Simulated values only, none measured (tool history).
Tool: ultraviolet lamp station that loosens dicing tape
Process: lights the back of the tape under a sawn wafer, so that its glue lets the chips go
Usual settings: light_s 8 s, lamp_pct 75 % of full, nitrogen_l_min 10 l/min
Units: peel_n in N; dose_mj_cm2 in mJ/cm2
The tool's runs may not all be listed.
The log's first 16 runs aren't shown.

| run | hour | light_s | lamp_pct | nitrogen_l_min | peel_n | dose_mj_cm2 |
|---|---|---|---|---|---|---|
| 17 | 697.2 | 8 | 75 | 10 | 1.094 | 244 |
| 18 | 760.0 | 8 | 81 | 10 | 0.967 | 256 |
| 19 | 791.2 | 8 | 91 | 10 | 0.803 | 285 |
| 20 | 848.2 | 8 | 91 | 10 | 0.799 | 284 |
| 21 | 890.1 | 12 | 84 | 13 | 0.318 | 389 |
| 22 | 926.1 | 12 | 84 | 13 | 0.330 | 381 |
| 23 | 963.7 | 8 | 94 | 6 | 1.147 | 286 |
| 24 | 1007.6 | 8 | 94 | 6 | 1.181 | 283 |
| 25 | 1033.6 | 5 | 76 | 6 | 2.649 | 136 |
| 26 | 1076.9 | 9 | 66 | 10 | 1.304 | 221 |
| 27 | 1133.5 | 6 | 94 | 10 | 1.381 | 207 |
| 28 | 1162.0 | 6 | 61 | 16 | 1.982 | 129 |
| 29 | 1211.2 | 10 | 91 | 13 | 0.489 | 326 |
|  | 1235.0 | lamp changed |
| 30 | 1239.6 | 8 | 86 | 10 | 0.624 | 323 |
| 31 | 1291.4 | 8 | 95 | 19 | 0.312 | 353 |
| 32 | 1343.0 | 8 | 62 | 10 | 1.216 | 231 |
|  | 1362.7 | window cleaned of glue's vapour |
| 33 | 1403.2 | 6 | 90 | 7 | 1.208 | 259 |
| 34 | 1457.7 | 13 | 73 | 5 | 0.531 | 460 |

4 ways to go on from here, each from the tool as it stands after run 34. What would each give?
| A | 1488.0 | 9 | 91 | 5 | ? | ? |
| B | 1488.0 | 8 | 80 | 15 | ? | ? |
| C | 1488.0 | 6 | 75 | 8 | ? | ? |
| D | 1488.0 | 8 | 75 | 8 | ? | ? |

| run | peel_n | dose_mj_cm2 |
|---|---|---|
| A | 0.743 | 389 |
| B | 0.515 | 310 |
| C | 1.514 | 214 |
| D | 0.951 | 290 |
Without the tool's hidden state the same runs would have given:
| run | peel_n | dose_mj_cm2 |
|---|---|---|
| A | 0.660 | 412 |
| B | 0.452 | 328 |
| C | 1.393 | 226 |
| D | 0.853 | 307 |
